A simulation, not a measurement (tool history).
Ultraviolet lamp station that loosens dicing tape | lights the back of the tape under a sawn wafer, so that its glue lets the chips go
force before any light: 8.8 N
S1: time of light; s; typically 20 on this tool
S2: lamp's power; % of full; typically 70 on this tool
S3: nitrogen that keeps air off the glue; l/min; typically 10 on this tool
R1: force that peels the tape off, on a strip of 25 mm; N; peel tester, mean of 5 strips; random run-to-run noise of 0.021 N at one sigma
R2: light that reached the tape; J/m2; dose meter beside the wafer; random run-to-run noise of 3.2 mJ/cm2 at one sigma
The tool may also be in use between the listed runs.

run 1 hour=0 | S1=20 S2=70 S3=10 | R1=1.674 R2=3820
run 2 hour=26.1 | S1=20 S2=70 S3=10 | R1=1.7 R2=3760
run 3 hour=45.6 | S1=20 S2=70 S3=10 | R1=1.686 R2=3750
run 4 hour=77.2 | S1=20 S2=70 S3=10 | R1=1.726 R2=3750
run 5 hour=109 | S1=20 S2=70 S3=10 | R1=1.807 R2=3640
run 6 hour=142.4 | S1=20 S2=70 S3=10 | R1=1.844 R2=3640
run 7 hour=158.9 | S1=20 S2=87 S3=6 | R1=1.808 R2=4510
run 8 hour=180.9 | S1=12 S2=79 S3=10 | R1=3.203 R2=2420
run 9 hour=204.3 | S1=12 S2=79 S3=10 | R1=3.076 R2=2420
run 10 hour=236.9 | S1=34 S2=75 S3=15 | R1=0.432 R2=6350
run 11 hour=259 | S1=34 S2=75 S3=15 | R1=0.442 R2=6310

Consider 5 possible next runs. They are alternatives, not a sequence: every one starts from the tool as it was left by run 11. What does each give?
run A hour=275.4 | S1=34 S2=75 S3=15 | R1=? R2=?
run B hour=275.4 | S1=34 S2=75 S3=12 | R1=? R2=?
run C hour=275.4 | S1=27 S2=83 S3=4 | R1=? R2=?
run D hour=275.4 | S1=12 S2=64 S3=9 | R1=? R2=?
run E hour=275.4 | S1=34 S2=75 S3=7 | R1=? R2=?

run=A R1=0.454 R2=6190
run=B R1=0.536 R2=6260
run=C R1=1.779 R2=5460
run=D R1=3.953 R2=1860
run=E R1=0.877 R2=6250
With the hidden condition removed and each run's random variation left untouched, the same runs would have given:
run=A R1=0.167 R2=9190
run=B R1=0.191 R2=9280
run=C R1=0.849 R2=8110
run=D R1=2.718 R2=2760
run=E R1=0.342 R2=9270
